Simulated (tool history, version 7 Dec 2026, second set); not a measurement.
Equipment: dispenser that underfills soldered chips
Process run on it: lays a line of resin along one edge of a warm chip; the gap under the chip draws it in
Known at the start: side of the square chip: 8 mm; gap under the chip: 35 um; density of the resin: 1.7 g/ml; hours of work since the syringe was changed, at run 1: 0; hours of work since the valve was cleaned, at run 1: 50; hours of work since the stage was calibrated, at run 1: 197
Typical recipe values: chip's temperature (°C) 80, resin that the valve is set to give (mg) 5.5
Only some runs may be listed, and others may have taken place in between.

run,day,chip's temperature (°C),resin that the valve is set to give (mg),hours of work since the syringe was changed,hours of work since the valve was cleaned,hours of work since the stage was calibrated,time until the resin shows at the far edge (s),resin that the valve gave (mg)
1,0,80,5.5,0,50,197,85.6,5.37
# day 0.442: new syringe of resin
2,0.471,76,5.5,0,57,203,106.5,5.35
3,0.704,80,5.5,4,60,207,104.4,5.32
# day 0.896: new syringe of resin
4,1.158,80,5.5,4,67,213,103.4,5.24
# day 1.35: new syringe of resin
5,1.638,80,5.5,4,74,220,104.9,5.26
# day 1.8: new syringe of resin
6,1.871,80,5.5,1,77,223,92,5.24
7,2.217,80,5.5,6,82,228,119.3,5.21
# day 2.254: new syringe of resin
8,2.575,80,5.5,5,87,233,110.5,5.21
# day 2.717: new syringe of resin
# day 2.858: dispensing valve cleaned and set on the balance
9,3.088,80,5.5,5,3,240,107.9,5.48
# day 3.204: new syringe of resin
10,3.408,80,5.5,3,8,244,100.2,5.43
# day 3.662: new syringe of resin
11,3.767,67,5.5,2,13,249,179,5.42
# day 4.146: new syringe of resin
12,4.275,80,5.5,2,20,256,94.7,5.4
# day 4.592: new syringe of resin
13,4.608,80,5.5,0,25,261,87.3,5.42
# day 5.054: new syringe of resin
14,5.079,88,5.5,0,31,268,62.6,5.43
# day 5.512: new syringe of resin
15,5.512,82,5.5,0,37,274,81.2,5.32
16,5.725,82,5.5,3,40,277,92.5,5.39
# day 5.958: new syringe of resin
17,5.958,82,5.5,0,44,280,82.8,5.31
18,6.379,80,6.24,6,50,286,118,6.06
# day 6.438: new syringe of resin
19,6.7,88,5.4,4,54,291,73.4,5.2
# day 6.908: new syringe of resin
20,7.183,87,5.5,4,61,297,75.7,5.3
# day 7.358: new syringe of resin
21,7.638,67,4.77,4,67,304,212.4,4.52
# day 7.808: new syringe of resin
22,8.038,71,6.73,3,73,309,158,6.42
# day 8.254: new syringe of resin
23,8.538,87,4.91,4,80,317,81.7,4.64
# day 8.712: new syringe of resin
24,8.921,87,4.91,3,85,322,77.9,4.62
# day 9.171: new syringe of resin
# day 9.296: dispensing valve cleaned and set on the balance
25,9.296,87,5.35,1,0,327,66.5,5.34
# day 9.671: new syringe of resin
26,9.717,75,5.11,1,6,333,117.2,5.11
# day 10.146: new syringe of resin
27,10.179,75,5.11,1,12,339,120.1,5.08
28,10.467,88,4.95,5,17,343,77.8,4.9
# day 10.625: new syringe of resin
29,10.688,66,7.17,1,20,346,186.7,7.09
30,10.942,80,6.4,5,23,350,109.4,6.29
# day 11.067: new syringe of resin
31,11.442,92,5,5,30,357,67.8,4.89
# day 11.521: new syringe of resin
32,11.779,92,5,4,35,362,62.7,4.86
# day 11.983: new syringe of resin
33,12.029,66,5.06,1,39,365,189.7,4.93
34,12.267,66,5.91,4,42,369,216.3,5.73

Here are 5 independent what-if runs from the current tool condition. What would each one return?
# day 12.442: new syringe of resin
A,12.542,72,5.49,1,46,372,?,?
# day 12.442: new syringe of resin
B,12.542,82,5.5,1,46,372,?,?
# day 12.442: new syringe of resin
C,12.542,66,6.52,1,46,372,?,?
# day 12.442: new syringe of resin
D,12.542,86,5.44,1,46,372,?,?
# day 12.442: new syringe of resin
E,12.542,78,6.63,1,46,372,?,?

run,time until the resin shows at the far edge (s),resin that the valve gave (mg)
A,139.2,5.33
B,85.4,5.35
C,188.5,6.32
D,71.2,5.3
E,101.4,6.44
Had the tool no hidden state, the same runs would have come out as:
run,time until the resin shows at the far edge (s),resin that the valve gave (mg)
A,124.8,5.49
B,76.8,5.51
C,169.2,6.52
D,64.1,5.46
E,91.5,6.63
